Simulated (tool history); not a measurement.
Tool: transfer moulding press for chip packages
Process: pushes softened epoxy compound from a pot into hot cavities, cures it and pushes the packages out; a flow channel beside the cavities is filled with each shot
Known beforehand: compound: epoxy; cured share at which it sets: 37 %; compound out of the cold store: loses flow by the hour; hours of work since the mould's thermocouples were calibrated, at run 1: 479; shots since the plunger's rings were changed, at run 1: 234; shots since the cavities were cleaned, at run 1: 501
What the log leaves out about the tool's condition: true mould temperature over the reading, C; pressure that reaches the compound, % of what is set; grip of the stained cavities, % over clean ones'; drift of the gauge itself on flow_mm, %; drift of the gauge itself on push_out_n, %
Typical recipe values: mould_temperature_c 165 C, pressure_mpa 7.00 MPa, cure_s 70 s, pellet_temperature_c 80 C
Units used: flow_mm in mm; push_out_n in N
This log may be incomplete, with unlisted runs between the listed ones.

run	hour	mould_temperature_c	pressure_mpa	cure_s	pellet_temperature_c	hours of work since the mould's thermocouples were calibrated	shots since the plunger's rings were changed	shots since the cavities were cleaned	incoming compound's hours out of the cold store	flow_mm	push_out_n
1	0.0	165	7.00	70	80	479	234	501	25.6	666	358
# hour 35.7: cavities cleaned with cleaning compound and waxed
2	52.5	163	7.00	70	80	512	1098	284	45.3	639	540
3	93.0	163	7.00	70	80	537	1786	972	29.1	657	504
# hour 105.4: cavities cleaned with cleaning compound and waxed
4	141.6	163	7.00	70	80	567	2583	613	30.5	650	400
# hour 170.0: cavities cleaned with cleaning compound and waxed
5	189.6	163	7.00	70	80	596	3372	331	25.5	641	357
# hour 230.7: plunger's sealing rings changed
# hour 237.7: cavities cleaned with cleaning compound and waxed
6	249.3	169	7.00	70	80	632	289	196	35.0	649	265
# hour 304.3: cavities cleaned with cleaning compound and waxed
7	323.4	165	7.00	70	80	677	1521	323	41.9	627	326
# hour 373.6: cavities cleaned with cleaning compound and waxed
8	393.9	165	7.00	70	80	721	2691	344	12.5	663	326
# hour 431.3: mould's thermocouples calibrated
# hour 442.8: cavities cleaned with cleaning compound and waxed
# hour 450.8: cavities cleaned with cleaning compound and waxed, once more
9	464.4	165	7.00	70	80	19	3802	231	21.9	643	321
# hour 482.9: plunger's sealing rings changed
10	497.5	165	7.00	70	80	38	248	749	21.2	674	397
# hour 521.6: cavities cleaned with cleaning compound and waxed
11	532.6	165	7.00	70	87	60	817	185	40.4	635	304
# hour 588.2: cavities cleaned with cleaning compound and waxed
12	606.6	165	7.00	70	87	105	2048	313	24.6	655	342
13	642.3	165	7.00	70	87	128	2654	919	12.0	675	417
# hour 653.3: cavities cleaned with cleaning compound and waxed
14	699.2	167	7.58	70	83	163	3593	779	47.6	627	365
# hour 721.5: cavities cleaned with cleaning compound and waxed
# hour 729.8: plunger's sealing rings changed
15	760.2	167	7.58	70	83	199	515	613	45.6	654	341
# hour 792.3: cavities cleaned with cleaning compound and waxed
16	798.0	161	7.00	70	74	222	1131	96	20.8	688	368
17	845.7	161	7.00	70	74	252	1940	905	42.7	640	491
# hour 857.0: cavities cleaned with cleaning compound and waxed
18	910.7	165	7.00	105	80	292	3017	910	42.8	625	322
# hour 924.2: cavities cleaned with cleaning compound and waxed
19	947.4	165	5.29	87	80	315	3613	393	41.8	535	303
# hour 973.8: plunger's sealing rings changed
# hour 994.7: cavities cleaned with cleaning compound and waxed
20	1022.1	173	5.56	54	80	359	793	464	18.2	600	361
# hour 1062.7: cavities cleaned with cleaning compound and waxed
21	1082.2	172	7.00	73	80	396	1786	329	12.4	675	277
# hour 1131.7: cavities cleaned with cleaning compound and waxed
22	1153.4	172	7.00	73	80	440	2969	367	8.5	653	280
# hour 1200.7: cavities cleaned with cleaning compound and waxed
# hour 1221.2: plunger's sealing rings changed
23	1225.1	160	6.77	61	81	483	66	372	29.5	663	607
# hour 1272.6: cavities cleaned with cleaning compound and waxed
24	1294.6	160	6.77	61	81	526	1219	373	23.2	665	607
# hour 1338.4: cavities cleaned with cleaning compound and waxed
25	1350.5	162	5.42	77	88	561	2142	205	27.0	569	289
# hour 1405.2: cavities cleaned with cleaning compound and waxed
26	1419.2	162	5.42	77	88	603	3281	237	20.9	583	303

Below are 3 alternative next runs, each starting from the tool's condition after run 26. Predict each:
# hour 1466.3: plunger's sealing rings changed
# hour 1472.9: cavities cleaned with cleaning compound and waxed
A	1492.3	173	5.42	90	88	647	415	328	35.8	?	?
# hour 1466.3: plunger's sealing rings changed
# hour 1472.9: cavities cleaned with cleaning compound and waxed
B	1492.3	165	7.00	70	80	647	415	328	21.2	?	?
# hour 1466.3: plunger's sealing rings changed
# hour 1472.9: cavities cleaned with cleaning compound and waxed
C	1492.3	165	7.00	70	87	647	415	328	27.2	?	?

run	flow_mm	push_out_n
A	557	277
B	686	342
C	670	332
With the hidden condition removed and each run's random variation left untouched, the same runs would have given:
run	flow_mm	push_out_n
A	563	214
B	694	286
C	678	276
